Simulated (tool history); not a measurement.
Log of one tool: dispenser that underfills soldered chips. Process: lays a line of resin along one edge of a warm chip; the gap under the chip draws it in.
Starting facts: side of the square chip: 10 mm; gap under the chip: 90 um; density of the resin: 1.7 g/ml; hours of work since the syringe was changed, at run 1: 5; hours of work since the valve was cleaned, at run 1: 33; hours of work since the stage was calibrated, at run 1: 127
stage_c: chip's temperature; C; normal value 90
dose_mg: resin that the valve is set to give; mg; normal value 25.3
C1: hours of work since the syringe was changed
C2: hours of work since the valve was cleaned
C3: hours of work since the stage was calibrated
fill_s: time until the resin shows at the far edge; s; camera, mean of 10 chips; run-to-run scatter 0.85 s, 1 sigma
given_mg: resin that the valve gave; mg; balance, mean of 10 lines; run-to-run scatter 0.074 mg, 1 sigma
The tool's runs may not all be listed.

run 1 day=0.000 | stage_c=90 dose_mg=25.3 | C1=5 C2=33 C3=127 | fill_s=96.8 given_mg=25.10
-- day=0.096 new syringe of resin
run 2 day=0.388 | stage_c=90 dose_mg=25.3 | C1=4 C2=39 C3=133 | fill_s=97.8 given_mg=25.08
-- day=0.521 new syringe of resin
-- day=0.729 dispensing valve cleaned and set on the balance
run 3 day=0.804 | stage_c=90 dose_mg=25.3 | C1=4 C2=1 C3=139 | fill_s=97.4 given_mg=25.42
-- day=0.992 new syringe of resin
run 4 day=1.204 | stage_c=90 dose_mg=25.3 | C1=3 C2=7 C3=145 | fill_s=90.8 given_mg=25.47
-- day=1.392 new syringe of resin
run 5 day=1.654 | stage_c=90 dose_mg=25.3 | C1=4 C2=14 C3=151 | fill_s=92.5 given_mg=25.33
-- day=1.792 new syringe of resin
run 6 day=2.067 | stage_c=90 dose_mg=25.3 | C1=4 C2=20 C3=157 | fill_s=96.0 given_mg=25.23
-- day=2.196 new syringe of resin
run 7 day=2.421 | stage_c=90 dose_mg=25.3 | C1=3 C2=25 C3=163 | fill_s=94.3 given_mg=25.35
-- day=2.625 new syringe of resin
run 8 day=2.825 | stage_c=90 dose_mg=25.3 | C1=3 C2=31 C3=169 | fill_s=93.9 given_mg=25.11
-- day=3.050 new syringe of resin
run 9 day=3.229 | stage_c=90 dose_mg=24.6 | C1=3 C2=37 C3=175 | fill_s=93.0 given_mg=24.38
-- day=3.450 new syringe of resin
run 10 day=3.488 | stage_c=90 dose_mg=24.6 | C1=1 C2=41 C3=179 | fill_s=86.9 given_mg=24.43
-- day=3.675 dispensing valve cleaned and set on the balance
run 11 day=3.850 | stage_c=90 dose_mg=24.6 | C1=6 C2=3 C3=183 | fill_s=103.5 given_mg=24.62
-- day=3.900 new syringe of resin
run 12 day=4.121 | stage_c=90 dose_mg=24.6 | C1=3 C2=7 C3=187 | fill_s=94.2 given_mg=24.52
-- day=4.304 new syringe of resin
run 13 day=4.346 | stage_c=90 dose_mg=24.6 | C1=1 C2=10 C3=191 | fill_s=81.4 given_mg=24.40
run 14 day=4.575 | stage_c=90 dose_mg=25.2 | C1=4 C2=13 C3=194 | fill_s=95.7 given_mg=25.09
-- day=4.717 new syringe of resin
run 15 day=4.821 | stage_c=78 dose_mg=25.3 | C1=2 C2=17 C3=198 | fill_s=127.3 given_mg=25.24
-- day=5.138 new syringe of resin
run 16 day=5.312 | stage_c=90 dose_mg=25.3 | C1=3 C2=24 C3=205 | fill_s=92.4 given_mg=25.00
-- day=5.558 new syringe of resin
run 17 day=5.558 | stage_c=88 dose_mg=25.3 | C1=0 C2=28 C3=209 | fill_s=88.1 given_mg=25.15
run 18 day=5.904 | stage_c=95 dose_mg=29.3 | C1=5 C2=33 C3=214 | fill_s=87.4 given_mg=28.92
-- day=5.979 new syringe of resin
run 19 day=6.162 | stage_c=104 dose_mg=30.3 | C1=3 C2=37 C3=218 | fill_s=58.6 given_mg=29.91
-- day=6.383 new syringe of resin
run 20 day=6.517 | stage_c=104 dose_mg=30.3 | C1=2 C2=42 C3=223 | fill_s=57.4 given_mg=29.86
-- day=6.642 dispensing valve cleaned and set on the balance
run 21 day=6.804 | stage_c=104 dose_mg=30.3 | C1=6 C2=2 C3=227 | fill_s=67.3 given_mg=30.34
-- day=6.850 new syringe of resin
run 22 day=7.108 | stage_c=99 dose_mg=24.6 | C1=4 C2=7 C3=231 | fill_s=75.1 given_mg=24.62
-- day=7.254 new syringe of resin
run 23 day=7.388 | stage_c=99 dose_mg=26.2 | C1=2 C2=11 C3=235 | fill_s=70.3 given_mg=26.14
-- day=7.662 new syringe of resin
run 24 day=7.675 | stage_c=103 dose_mg=23.6 | C1=0 C2=15 C3=240 | fill_s=56.3 given_mg=23.59
run 25 day=8.012 | stage_c=83 dose_mg=25.3 | C1=5 C2=21 C3=245 | fill_s=127.2 given_mg=25.11
-- day=8.067 new syringe of resin
-- day=8.471 new syringe of resin
run 26 day=8.488 | stage_c=83 dose_mg=25.3 | C1=0 C2=27 C3=252 | fill_s=103.4 given_mg=25.10
run 27 day=8.696 | stage_c=84 dose_mg=27.5 | C1=3 C2=31 C3=255 | fill_s=113.7 given_mg=27.40
-- day=8.883 new syringe of resin
run 28 day=9.029 | stage_c=77 dose_mg=25.1 | C1=2 C2=36 C3=260 | fill_s=138.7 given_mg=25.01
-- day=9.283 new syringe of resin
run 29 day=9.392 | stage_c=86 dose_mg=28.4 | C1=2 C2=41 C3=265 | fill_s=98.3 given_mg=28.38
-- day=9.588 dispensing valve cleaned and set on the balance
-- day=9.738 new syringe of resin
run 30 day=9.750 | stage_c=86 dose_mg=28.4 | C1=0 C2=2 C3=270 | fill_s=92.6 given_mg=28.45
run 31 day=10.117 | stage_c=86 dose_mg=28.4 | C1=6 C2=8 C3=276 | fill_s=118.0 given_mg=28.35
-- day=10.158 new syringe of resin
run 32 day=10.375 | stage_c=86 dose_mg=28.4 | C1=3 C2=12 C3=279 | fill_s=107.0 given_mg=28.20
-- day=10.588 new syringe of resin
run 33 day=10.612 | stage_c=85 dose_mg=22.6 | C1=0 C2=15 C3=283 | fill_s=101.4 given_mg=22.61

How would selected steps in fill_s from run to run divide? Give the signed amount a tool lacking its hidden state would still show from settings, what came in and random variation, and the signed amount left for the hidden state, including any gauge scatter that is not in both of the compared results.
Hidden state at play: resin's viscosity, % of fresh resin's; dose that the valve gives, % of what is set; true chip temperature over the reading, C; drift of the gauge itself on fill_s, %; drift of the gauge itself on given_mg, %.
Run 15 -> 16: stage_c 78 -> 90, new syringe of resin. fill_s -34.9 s: hidden state -0.1, all else -34.8.
Run 24 -> 25: stage_c 103 -> 83, dose_mg 23.6 -> 25.3. fill_s +70.9 s: hidden state +26.3, all else +44.6.
Run 25 -> 26: new syringe of resin, new syringe of resin. fill_s -23.8 s: hidden state -24.9, all else +1.1.
Run 28 -> 29: stage_c 77 -> 86, dose_mg 25.1 -> 28.4, new syringe of resin. fill_s -40.4 s: hidden state -6.6, all else -33.8.
Run 30 -> 31: settings left as they were, no log entry in between. fill_s +25.4 s: hidden state +24.7, all else +0.7.
